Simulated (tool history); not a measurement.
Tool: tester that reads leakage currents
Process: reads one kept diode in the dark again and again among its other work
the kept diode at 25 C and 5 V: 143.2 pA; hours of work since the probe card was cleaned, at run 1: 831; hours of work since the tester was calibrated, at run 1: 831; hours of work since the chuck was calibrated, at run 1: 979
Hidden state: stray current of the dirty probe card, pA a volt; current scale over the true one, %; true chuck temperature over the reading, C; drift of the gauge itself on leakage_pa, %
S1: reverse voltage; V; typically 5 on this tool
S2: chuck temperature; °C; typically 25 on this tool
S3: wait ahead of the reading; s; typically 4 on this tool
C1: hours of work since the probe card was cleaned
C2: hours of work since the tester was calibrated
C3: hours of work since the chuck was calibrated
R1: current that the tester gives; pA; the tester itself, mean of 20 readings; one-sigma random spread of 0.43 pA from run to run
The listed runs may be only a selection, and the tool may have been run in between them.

{"run": 1, "hour": 0.0, "S1": 5, "S2": 25, "S3": 4, "C1": 831, "C2": 831, "C3": 979, "R1": 126.62}
{"run": 2, "hour": 48.3, "S1": 5, "S2": 25, "S3": 4, "C1": 862, "C2": 862, "C3": 1010, "R1": 127.73}
{"run": 3, "hour": 84.6, "S1": 5, "S2": 25, "S3": 4, "C1": 885, "C2": 885, "C3": 1033, "R1": 126.02}
{"run": 4, "hour": 128.2, "S1": 5, "S2": 25, "S3": 4, "C1": 912, "C2": 912, "C3": 1060, "R1": 126.23}
{"run": 5, "hour": 185.9, "S1": 5, "S2": 43, "S3": 4, "C1": 949, "C2": 949, "C3": 1097, "R1": 445.51}
{"run": 6, "hour": 253.8, "S1": 5, "S2": 25, "S3": 4, "C1": 992, "C2": 992, "C3": 1140, "R1": 125}
{"run": 7, "hour": 298.8, "S1": 5, "S2": 25, "S3": 4, "C1": 1020, "C2": 1020, "C3": 1168, "R1": 124.52}
{"run": 8, "hour": 349.1, "S1": 5, "S2": 25, "S3": 4, "C1": 1052, "C2": 1052, "C3": 1200, "R1": 124.67}
{"run": 9, "hour": 413.1, "S1": 5, "S2": 25, "S3": 4, "C1": 1093, "C2": 1093, "C3": 1240, "R1": 123.19}
{"run": 10, "hour": 480.7, "S1": 5, "S2": 25, "S3": 4, "C1": 1136, "C2": 1136, "C3": 1283, "R1": 122.71}
{"run": 11, "hour": 565.1, "S1": 5, "S2": 25, "S3": 4, "C1": 1189, "C2": 1189, "C3": 1337, "R1": 122.29}
{"hour": 624.3, "done": "chuck's temperature calibrated"}
{"run": 12, "hour": 628.5, "S1": 5, "S2": 25, "S3": 4, "C1": 1228, "C2": 1228, "C3": 3, "R1": 144}
{"run": 13, "hour": 700.0, "S1": 5, "S2": 25, "S3": 4, "C1": 1273, "C2": 1273, "C3": 48, "R1": 143.92}
{"run": 14, "hour": 784.8, "S1": 5, "S2": 25, "S3": 4, "C1": 1327, "C2": 1327, "C3": 102, "R1": 142.66}
{"run": 15, "hour": 872.0, "S1": 5, "S2": 31, "S3": 4, "C1": 1382, "C2": 1382, "C3": 157, "R1": 218.48}
{"run": 16, "hour": 924.9, "S1": 5, "S2": 31, "S3": 4, "C1": 1415, "C2": 1415, "C3": 190, "R1": 217.18}
{"run": 17, "hour": 962.9, "S1": 5, "S2": 31, "S3": 4, "C1": 1440, "C2": 1440, "C3": 214, "R1": 217.09}
{"run": 18, "hour": 1012.4, "S1": 5, "S2": 31, "S3": 4, "C1": 1471, "C2": 1471, "C3": 246, "R1": 215.89}
{"run": 19, "hour": 1058.1, "S1": 5, "S2": 25, "S3": 4, "C1": 1500, "C2": 1500, "C3": 275, "R1": 140.17}
{"run": 20, "hour": 1133.0, "S1": 5, "S2": 25, "S3": 0.74, "C1": 1547, "C2": 1547, "C3": 322, "R1": 140.55}
{"run": 21, "hour": 1197.3, "S1": 5, "S2": 25, "S3": 0.74, "C1": 1588, "C2": 1588, "C3": 363, "R1": 138.83}
{"run": 22, "hour": 1257.6, "S1": 9.82, "S2": 21, "S3": 6.92, "C1": 1626, "C2": 1626, "C3": 401, "R1": 144.54}
{"run": 23, "hour": 1330.2, "S1": 6.26, "S2": 36, "S3": 6.92, "C1": 1672, "C2": 1672, "C3": 447, "R1": 334.04}
{"run": 24, "hour": 1370.3, "S1": 10.14, "S2": 35, "S3": 1.19, "C1": 1697, "C2": 1697, "C3": 472, "R1": 395.9}
{"run": 25, "hour": 1453.6, "S1": 2, "S2": 35, "S3": 1.19, "C1": 1750, "C2": 1750, "C3": 525, "R1": 175.97}
{"run": 26, "hour": 1497.6, "S1": 5, "S2": 25, "S3": 0.35, "C1": 1778, "C2": 1778, "C3": 553, "R1": 137.56}
{"run": 27, "hour": 1568.3, "S1": 5, "S2": 25, "S3": 0.35, "C1": 1823, "C2": 1823, "C3": 598, "R1": 135.75}
{"run": 28, "hour": 1625.4, "S1": 17.6, "S2": 55, "S3": 0.58, "C1": 1859, "C2": 1859, "C3": 634, "R1": 1873.09}
{"run": 29, "hour": 1695.9, "S1": 10.39, "S2": 22, "S3": 1.61, "C1": 1903, "C2": 1903, "C3": 678, "R1": 156.28}
{"run": 30, "hour": 1770.2, "S1": 10.39, "S2": 22, "S3": 1.61, "C1": 1950, "C2": 1950, "C3": 725, "R1": 155.47}
{"run": 31, "hour": 1857.1, "S1": 10.39, "S2": 22, "S3": 1.61, "C1": 2005, "C2": 2005, "C3": 780, "R1": 155.43}
{"run": 32, "hour": 1917.9, "S1": 5, "S2": 60, "S3": 0.47, "C1": 2044, "C2": 2044, "C3": 819, "R1": 1339.63}
{"run": 33, "hour": 1980.3, "S1": 5, "S2": 60, "S3": 0.47, "C1": 2083, "C2": 2083, "C3": 858, "R1": 1334.93}
{"run": 34, "hour": 2059.3, "S1": 3.84, "S2": 29, "S3": 6.68, "C1": 2133, "C2": 2133, "C3": 908, "R1": 151.61}
{"run": 35, "hour": 2111.0, "S1": 13.26, "S2": 23, "S3": 6.68, "C1": 2166, "C2": 2166, "C3": 941, "R1": 185.16}
{"run": 36, "hour": 2171.4, "S1": 5, "S2": 25, "S3": 1.71, "C1": 2204, "C2": 2204, "C3": 979, "R1": 129.66}
{"run": 37, "hour": 2208.1, "S1": 5, "S2": 25, "S3": 1.71, "C1": 2228, "C2": 2228, "C3": 1002, "R1": 129.6}
{"run": 38, "hour": 2243.7, "S1": 14.12, "S2": 21, "S3": 4, "C1": 2250, "C2": 2250, "C3": 1025, "R1": 165.71}
{"run": 39, "hour": 2316.9, "S1": 5, "S2": 25, "S3": 8.63, "C1": 2296, "C2": 2296, "C3": 1071, "R1": 127.6}
{"run": 40, "hour": 2395.3, "S1": 3.95, "S2": 27, "S3": 4.91, "C1": 2346, "C2": 2346, "C3": 1121, "R1": 130.77}

For each run, the measured value with the value that run would have given without the tool's hidden condition subtracted. The run-to-run variation is shared by both, the gauge scatter possibly not:
run=1 R1=-16.05
run=2 R1=-16.7
run=3 R1=-16.86
run=4 R1=-17.31
run=5 R1=-60.68
run=6 R1=-18.42
run=7 R1=-18.8
run=8 R1=-19.35
run=9 R1=-19.8
run=10 R1=-20.38
run=11 R1=-21.1
run=12 R1=+1.02
run=13 R1=+0.32
run=14 R1=-0.56
run=15 R1=-3.49
run=16 R1=-4.29
run=17 R1=-4.9
run=18 R1=-5.57
run=19 R1=-3.22
run=20 R1=-4.06
run=21 R1=-4.66
run=22 R1=-2.69
run=23 R1=-17.26
run=24 R1=-19.87
run=25 R1=-11.76
run=26 R1=-7.66
run=27 R1=-8.3
run=28 R1=-135.09
run=29 R1=-7.7
run=30 R1=-8.41
run=31 R1=-9.36
run=32 R1=-127.44
run=33 R1=-133.18
run=34 R1=-16.43
run=35 R1=-13.66
run=36 R1=-14.07
run=37 R1=-14.42
run=38 R1=-11.81
run=39 R1=-15.32
run=40 R1=-17.52

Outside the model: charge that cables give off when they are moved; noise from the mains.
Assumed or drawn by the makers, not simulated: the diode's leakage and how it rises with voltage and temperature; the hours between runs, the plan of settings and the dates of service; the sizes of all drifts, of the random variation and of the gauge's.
